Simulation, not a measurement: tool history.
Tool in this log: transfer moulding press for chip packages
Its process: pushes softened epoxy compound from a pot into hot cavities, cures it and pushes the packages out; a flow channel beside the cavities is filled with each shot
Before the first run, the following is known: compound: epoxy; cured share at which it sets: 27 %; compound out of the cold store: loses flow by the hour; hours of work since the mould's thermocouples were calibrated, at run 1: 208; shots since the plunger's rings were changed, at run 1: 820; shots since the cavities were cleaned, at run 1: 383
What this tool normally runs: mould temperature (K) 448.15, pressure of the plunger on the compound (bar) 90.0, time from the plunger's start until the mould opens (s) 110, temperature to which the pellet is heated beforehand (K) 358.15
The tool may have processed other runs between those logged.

run	day	mould temperature (K)	pressure of the plunger on the compound (bar)	time from the plunger's start until the mould opens (s)	temperature to which the pellet is heated beforehand (K)	hours of work since the mould's thermocouples were calibrated	shots since the plunger's rings were changed	shots since the cavities were cleaned	incoming compound's hours out of the cold store	length that the compound runs in the flow channel (mm)	greatest force on the pins that push the packages out (N)
1	0.000	448.15	90.0	110	358.15	208	820	383	13.3	926	529
# day 0.267: cavities cleaned with cleaning compound and waxed
# day 2.083: cavities cleaned with cleaning compound and waxed
2	2.562	448.15	90.0	125	358.15	250	1458	126	33.6	855	405
# day 3.854: cavities cleaned with cleaning compound and waxed
3	4.308	448.15	90.0	125	358.15	278	1898	118	36.5	850	410
# day 5.633: cavities cleaned with cleaning compound and waxed
4	6.175	448.15	90.0	125	358.15	309	2370	141	29.5	869	433
# day 7.471: cavities cleaned with cleaning compound and waxed
5	7.850	441.15	90.0	110	358.15	336	2793	100	13.1	933	615
# day 9.288: cavities cleaned with cleaning compound and waxed
6	9.904	448.15	90.0	110	358.15	370	3313	161	10.3	915	488
# day 11.038: cavities cleaned with cleaning compound and waxed
7	11.958	448.15	90.0	110	358.15	403	3835	242	13.6	898	499
# day 12.842: cavities cleaned with cleaning compound and waxed
8	13.762	448.15	90.0	110	358.15	433	4290	241	28.0	851	494
# day 14.633: cavities cleaned with cleaning compound and waxed
9	14.975	448.15	90.0	110	358.15	452	4590	89	47.3	805	412
# day 16.400: cavities cleaned with cleaning compound and waxed
10	16.429	448.15	90.0	110	358.15	476	4955	7	22.8	869	377
# day 18.046: plunger's sealing rings changed
# day 18.342: cavities cleaned with cleaning compound and waxed
11	19.117	448.15	90.0	110	358.15	519	264	202	10.2	926	474
# day 20.075: cavities cleaned with cleaning compound and waxed
12	20.312	448.15	90.0	110	358.15	538	561	62	25.5	888	413
# day 21.950: cavities cleaned with cleaning compound and waxed
13	22.842	448.15	90.0	110	358.15	580	1206	233	44.4	827	466
# day 23.838: cavities cleaned with cleaning compound and waxed
14	25.200	454.15	90.0	110	358.15	618	1807	356	26.9	860	478
# day 25.617: cavities cleaned with cleaning compound and waxed
15	26.871	449.15	88.7	132	355.15	646	2227	327	41.2	824	461
# day 27.508: cavities cleaned with cleaning compound and waxed
16	28.983	441.15	88.7	132	360.15	680	2764	386	9.1	934	565
# day 29.371: cavities cleaned with cleaning compound and waxed
# day 31.150: cavities cleaned with cleaning compound and waxed
17	31.150	442.15	88.7	132	360.15	715	3298	0	18.8	902	374
18	32.529	448.15	83.6	110	358.15	738	3659	361	37.2	818	545
# day 32.933: cavities cleaned with cleaning compound and waxed
# day 33.688: mould's thermocouples calibrated
19	34.008	448.15	83.6	110	358.15	5	4008	259	12.4	872	517
# day 34.808: cavities cleaned with cleaning compound and waxed
20	35.558	448.15	98.3	110	358.15	31	4397	197	8.2	960	492
# day 36.717: cavities cleaned with cleaning compound and waxed
21	37.883	445.15	105.9	127	350.15	69	4989	305	8.6	1006	501
# day 38.529: cavities cleaned with cleaning compound and waxed
# day 39.342: plunger's sealing rings changed
22	40.025	445.15	108.9	127	363.15	102	178	363	34.3	951	514
# day 40.458: cavities cleaned with cleaning compound and waxed
23	41.854	449.15	90.0	138	358.15	132	641	366	25.3	879	476
# day 42.225: cavities cleaned with cleaning compound and waxed
# day 44.071: cavities cleaned with cleaning compound and waxed
24	44.354	449.15	90.0	138	358.15	172	1262	74	18.8	901	382
25	45.508	441.15	82.1	110	358.15	192	1564	376	47.6	805	712
# day 45.912: cavities cleaned with cleaning compound and waxed
# day 47.675: cavities cleaned with cleaning compound and waxed
26	48.204	441.15	82.1	110	358.15	235	2236	138	42.8	818	608
# day 49.433: cavities cleaned with cleaning compound and waxed
27	49.967	452.15	88.4	132	358.15	264	2681	140	9.7	898	399

Each row is a separate what-if for the run after 27, all from the same tool condition, not one after another. Results?
# day 51.221: cavities cleaned with cleaning compound and waxed
A	51.358	445.15	90.0	110	358.15	287	3029	36	45.4	?	?
# day 51.221: cavities cleaned with cleaning compound and waxed
B	51.358	448.15	88.2	100	350.15	287	3029	36	27.9	?	?
# day 51.221: cavities cleaned with cleaning compound and waxed
C	51.358	448.15	88.4	132	358.15	287	3029	36	40.9	?	?

run	length that the compound runs in the flow channel (mm)	greatest force on the pins that push the packages out (N)
A	831	432
B	860	456
C	825	344
Stripped of hidden state, with their random variation kept, the same runs would have yielded:
run	length that the compound runs in the flow channel (mm)	greatest force on the pins that push the packages out (N)
A	853	413
B	882	437
C	847	325
